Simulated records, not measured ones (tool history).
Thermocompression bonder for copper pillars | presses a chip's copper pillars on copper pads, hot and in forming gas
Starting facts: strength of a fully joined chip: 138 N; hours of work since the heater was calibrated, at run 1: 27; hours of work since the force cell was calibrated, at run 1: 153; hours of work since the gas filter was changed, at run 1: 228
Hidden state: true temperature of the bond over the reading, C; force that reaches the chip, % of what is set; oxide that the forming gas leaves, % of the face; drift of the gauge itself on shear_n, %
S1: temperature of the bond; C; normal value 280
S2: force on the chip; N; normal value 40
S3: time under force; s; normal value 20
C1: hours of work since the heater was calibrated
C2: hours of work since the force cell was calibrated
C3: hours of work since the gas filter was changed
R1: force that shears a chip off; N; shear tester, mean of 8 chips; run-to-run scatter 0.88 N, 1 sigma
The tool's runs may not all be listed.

Run 1, hour 0.0: usual settings; C1 27; C2 153; C3 228. Result: R1 72.7 N.
Run 2, hour 18.4: usual settings; C1 37; C2 162; C3 238. Result: R1 72.2 N.
Run 3, hour 38.4: usual settings but S1 277 C; C1 48; C2 173; C3 248. Result: R1 70.1 N.
Run 4, hour 51.1: usual settings but S1 277 C; C1 54; C2 180; C3 255. Result: R1 69.9 N.
Run 5, hour 62.3: usual settings; C1 60; C2 186; C3 261. Result: R1 72.0 N.
Run 6, hour 88.6: usual settings; C1 74; C2 199; C3 275. Result: R1 71.8 N.
Run 7, hour 107.8: usual settings; C1 84; C2 210; C3 285. Result: R1 72.0 N.
Run 8, hour 132.6: usual settings; C1 97; C2 223; C3 298. Result: R1 71.6 N.
Run 9, hour 155.0: usual settings but S1 262 C; C1 109; C2 234; C3 310. Result: R1 59.1 N.
At hour 159.8: forming gas filter changed.
Run 10, hour 174.1: usual settings but S1 262 C; C1 119; C2 244; C3 7. Result: R1 58.4 N.
Run 11, hour 191.0: usual settings but S2 24 N; C1 128; C2 253; C3 16. Result: R1 48.5 N.
Run 12, hour 212.5: usual settings; C1 139; C2 264; C3 28. Result: R1 72.5 N.
Run 13, hour 232.8: usual settings but S1 308 C, S2 31 N, S3 14 s; C1 150; C2 275; C3 38. Result: R1 69.3 N.
Run 14, hour 250.7: usual settings but S1 308 C, S2 31 N, S3 14 s; C1 159; C2 285; C3 48. Result: R1 71.6 N.
Run 15, hour 274.9: usual settings but S1 273 C, S2 28 N, S3 14 s; C1 172; C2 297; C3 61. Result: R1 43.4 N.
Run 16, hour 298.5: usual settings but S3 17 s; C1 184; C2 310; C3 73. Result: R1 67.4 N.
Run 17, hour 312.5: usual settings but S1 259 C, S3 38 s; C1 192; C2 317; C3 80. Result: R1 70.3 N.
Run 18, hour 327.7: usual settings but S1 255 C, S3 36 s; C1 200; C2 325; C3 88. Result: R1 68.0 N.
Run 19, hour 344.6: usual settings but S1 255 C, S3 36 s; C1 209; C2 334; C3 97. Result: R1 67.6 N.
Run 20, hour 366.4: usual settings but S1 290 C, S3 13 s; C1 220; C2 345; C3 109. Result: R1 68.8 N.
Run 21, hour 377.2: usual settings but S1 282 C, S3 25 s; C1 226; C2 351; C3 115. Result: R1 78.9 N.
Run 22, hour 389.3: usual settings but S1 259 C, S3 40 s; C1 232; C2 358; C3 121. Result: R1 70.6 N.
Run 23, hour 400.0: usual settings but S1 259 C, S3 40 s; C1 238; C2 363; C3 127. Result: R1 72.3 N.

Below are 3 alternative next runs, each starting from the tool's condition after run 23. Predict each:
Run A, hour 426.5: usual settings but S1 300 C; C1 252; C2 377; C3 140. Result: R1 ?.
Run B, hour 426.5: usual settings but S2 38 N, S3 31 s; C1 252; C2 377; C3 140. Result: R1 ?.
Run C, hour 426.5: usual settings but S1 259 C, S2 47 N, S3 40 s; C1 252; C2 377; C3 140. Result: R1 ?.

run    R1
  A  87.0
  B  79.8
  C  79.4
With the hidden condition removed and each run's random variation left untouched, the same runs would have given:
run    R1
  A  87.1
  B  79.9
  C  79.5
